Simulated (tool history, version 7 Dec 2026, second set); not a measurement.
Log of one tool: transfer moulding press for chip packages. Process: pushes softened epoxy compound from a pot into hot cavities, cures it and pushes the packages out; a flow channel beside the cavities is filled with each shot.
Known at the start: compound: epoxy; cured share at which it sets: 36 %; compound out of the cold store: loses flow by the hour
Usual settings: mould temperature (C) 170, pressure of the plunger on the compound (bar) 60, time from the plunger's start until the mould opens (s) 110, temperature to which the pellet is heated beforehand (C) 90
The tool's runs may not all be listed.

| run | hour | mould temperature (C) | pressure of the plunger on the compound (bar) | time from the plunger's start until the mould opens (s) | temperature to which the pellet is heated beforehand (C) | incoming compound's hours out of the cold store | length that the compound runs in the flow channel (mm) | greatest force on the pins that push the packages out (N) |
|---|---|---|---|---|---|---|---|---|
| 1 | 0 | 170 | 60 | 110 | 90 | 41.6 | 811 | 409 |
| 2 | 54.2 | 170 | 60 | 110 | 90 | 11.4 | 886 | 577 |
|  | 113.9 | cavities cleaned with cleaning compound and waxed |
| 3 | 119.6 | 178 | 60 | 110 | 90 | 15.6 | 846 | 383 |
| 4 | 179.4 | 178 | 60 | 110 | 90 | 27.6 | 802 | 523 |
|  | 227.1 | cavities cleaned with cleaning compound and waxed |
| 5 | 249.7 | 178 | 60 | 110 | 88 | 35.8 | 768 | 419 |
| 6 | 296.9 | 178 | 60 | 110 | 88 | 42 | 751 | 524 |
|  | 344.4 | cavities cleaned with cleaning compound and waxed |
| 7 | 367.7 | 178 | 60 | 110 | 88 | 23.1 | 789 | 433 |
| 8 | 401.7 | 178 | 60 | 110 | 88 | 37.7 | 747 | 505 |
| 9 | 439.7 | 170 | 60 | 110 | 90 | 45 | 760 | 655 |
|  | 461.1 | cavities cleaned with cleaning compound and waxed |
| 10 | 483.7 | 170 | 60 | 110 | 90 | 26.1 | 791 | 473 |
| 11 | 515.8 | 170 | 60 | 110 | 90 | 17.3 | 803 | 579 |
| 12 | 556.2 | 170 | 60.5 | 110 | 90 | 13.7 | 820 | 665 |
|  | 579.3 | cavities cleaned with cleaning compound and waxed |
| 13 | 589.7 | 170 | 60.5 | 110 | 90 | 32.4 | 765 | 450 |
|  | 612.1 | plunger's sealing rings changed |
| 14 | 622 | 170 | 60.5 | 110 | 90 | 16.6 | 926 | 569 |
| 15 | 684.7 | 170 | 62.6 | 104 | 94 | 27.6 | 896 | 681 |
|  | 699.9 | cavities cleaned with cleaning compound and waxed |
| 16 | 756.1 | 168 | 49.9 | 98 | 80 | 43.2 | 765 | 760 |
| 17 | 797.6 | 173 | 60.6 | 104 | 82 | 23.6 | 870 | 658 |
|  | 815.6 | cavities cleaned with cleaning compound and waxed |
| 18 | 842 | 170 | 60 | 110 | 81 | 9 | 921 | 516 |
| 19 | 901 | 170 | 70 | 124 | 90 | 11.9 | 973 | 589 |
|  | 933.1 | cavities cleaned with cleaning compound and waxed |
| 20 | 940.8 | 170 | 70 | 124 | 90 | 38.7 | 892 | 378 |
| 21 | 995 | 170 | 57 | 107 | 90 | 13.7 | 863 | 633 |
| 22 | 1036.5 | 170 | 60 | 150 | 97 | 30.7 | 840 | 578 |
|  | 1050.1 | cavities cleaned with cleaning compound and waxed |
| 23 | 1108.2 | 170 | 46.4 | 150 | 94 | 25.2 | 734 | 510 |
|  | 1165.1 | cavities cleaned with cleaning compound and waxed |
| 24 | 1177 | 165 | 60 | 118 | 96 | 20.7 | 858 | 513 |
| 25 | 1242.2 | 170 | 56.4 | 110 | 89 | 18.3 | 815 | 616 |
|  | 1280.1 | cavities cleaned with cleaning compound and waxed |
| 26 | 1293.2 | 170 | 64.6 | 101 | 90 | 33.7 | 826 | 491 |
|  | 1325.5 | mould's thermocouples calibrated |
| 27 | 1340.3 | 170 | 60 | 132 | 90 | 23.4 | 825 | 545 |

Hidden state or all else? Some run-to-run changes of length that the compound runs in the flow channel (mm), split into what the settings, what came in and random variation would give without the hidden state, and what is left for the hidden state (with any gauge scatter that isn't in both results):
The hidden state here: true mould temperature over the reading, C; pressure that reaches the compound, % of what is set; grip of the stained cavities, % over clean ones'; drift of the gauge itself on flow_mm, %; drift of the gauge itself on push_out_n, %.
Run 13 -> 14: plunger's sealing rings changed. length that the compound runs in the flow channel (mm) +161: hidden state +110, all else +51.
Run 15 -> 16: mould temperature (C) 170 -> 168, pressure of the plunger on the compound (bar) 62.6 -> 49.9, time from the plunger's start until the mould opens (s) 104 -> 98, temperature to which the pellet is heated beforehand (C) 94 -> 80, cavities cleaned with cleaning compound and waxed. length that the compound runs in the flow channel (mm) -131: hidden state -6, all else -125.
Run 23 -> 24: mould temperature (C) 170 -> 165, pressure of the plunger on the compound (bar) 46.4 -> 60, time from the plunger's start until the mould opens (s) 150 -> 118, temperature to which the pellet is heated beforehand (C) 94 -> 96, cavities cleaned with cleaning compound and waxed. length that the compound runs in the flow channel (mm) +124: hidden state -19, all else +143.
